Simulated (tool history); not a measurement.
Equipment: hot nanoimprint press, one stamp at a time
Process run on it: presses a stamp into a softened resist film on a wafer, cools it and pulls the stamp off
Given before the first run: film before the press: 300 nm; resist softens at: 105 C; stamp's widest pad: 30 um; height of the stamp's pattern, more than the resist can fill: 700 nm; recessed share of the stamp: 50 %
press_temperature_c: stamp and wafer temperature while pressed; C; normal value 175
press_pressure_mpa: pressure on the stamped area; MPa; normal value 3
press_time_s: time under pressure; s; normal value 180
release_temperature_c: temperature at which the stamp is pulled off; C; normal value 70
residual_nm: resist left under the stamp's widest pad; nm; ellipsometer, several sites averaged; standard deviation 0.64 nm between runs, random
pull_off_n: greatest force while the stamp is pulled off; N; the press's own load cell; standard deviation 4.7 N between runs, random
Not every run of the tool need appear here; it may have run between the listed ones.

| run | day | press_temperature_c | press_pressure_mpa | press_time_s | release_temperature_c | residual_nm | pull_off_n |
|---|---|---|---|---|---|---|---|
| 1 | 0 | 175 | 3 | 180 | 70 | 115.5 | 233 |
| 2 | 2.55 | 175 | 3 | 180 | 70 | 114 | 226 |
| 3 | 4.112 | 175 | 3 | 180 | 70 | 113.6 | 227 |
| 4 | 6.088 | 175 | 3 | 180 | 70 | 112.9 | 229 |
|  | 6.888 | stamp cleaned and given a new release coat |
| 5 | 7.492 | 175 | 3 | 180 | 70 | 113.4 | 226 |
| 6 | 8.783 | 175 | 3 | 180 | 70 | 112.9 | 226 |
| 7 | 10.838 | 175 | 3 | 180 | 70 | 112.9 | 225 |
| 8 | 12.267 | 169 | 3 | 180 | 70 | 138.4 | 240 |
| 9 | 14.65 | 169 | 3 | 266 | 70 | 117.7 | 233 |
| 10 | 15.775 | 175 | 1.84 | 180 | 70 | 140.1 | 230 |
| 11 | 17.375 | 178 | 1.84 | 180 | 70 | 125.8 | 225 |
| 12 | 18.638 | 175 | 3 | 165 | 60 | 117.8 | 268 |
| 13 | 20.525 | 175 | 3.41 | 165 | 59 | 110 | 271 |
| 14 | 22.821 | 175 | 3.41 | 165 | 59 | 110.4 | 276 |
|  | 23.854 | plate thermocouple calibrated |
| 15 | 24.846 | 180 | 2.47 | 165 | 59 | 107.2 | 277 |
| 16 | 26.254 | 180 | 2.47 | 165 | 59 | 108.2 | 274 |
|  | 27.9 | stamp cleaned and given a new release coat |
| 17 | 28.408 | 180 | 2.47 | 165 | 59 | 108.7 | 276 |
| 18 | 31.008 | 181 | 2.69 | 180 | 63 | 96.5 | 251 |
|  | 32.167 | press's hydraulic seals changed and the load cell set to zero |
| 19 | 33.575 | 181 | 2.69 | 180 | 63 | 97 | 264 |

3 ways to go on from here, each from the tool as it stands after run 19. What would each give?
| A | 36.025 | 175 | 4.59 | 180 | 70 | ? | ? |
| B | 36.025 | 172 | 2.15 | 180 | 66 | ? | ? |
| C | 36.025 | 175 | 3 | 180 | 60 | ? | ? |

| run | residual_nm | pull_off_n |
|---|---|---|
| A | 91.2 | 231 |
| B | 142.7 | 245 |
| C | 111.9 | 264 |
With the hidden condition removed and each run's random variation left untouched, the same runs would have given:
| run | residual_nm | pull_off_n |
|---|---|---|
| A | 93.3 | 230 |
| B | 146 | 245 |
| C | 114.5 | 263 |

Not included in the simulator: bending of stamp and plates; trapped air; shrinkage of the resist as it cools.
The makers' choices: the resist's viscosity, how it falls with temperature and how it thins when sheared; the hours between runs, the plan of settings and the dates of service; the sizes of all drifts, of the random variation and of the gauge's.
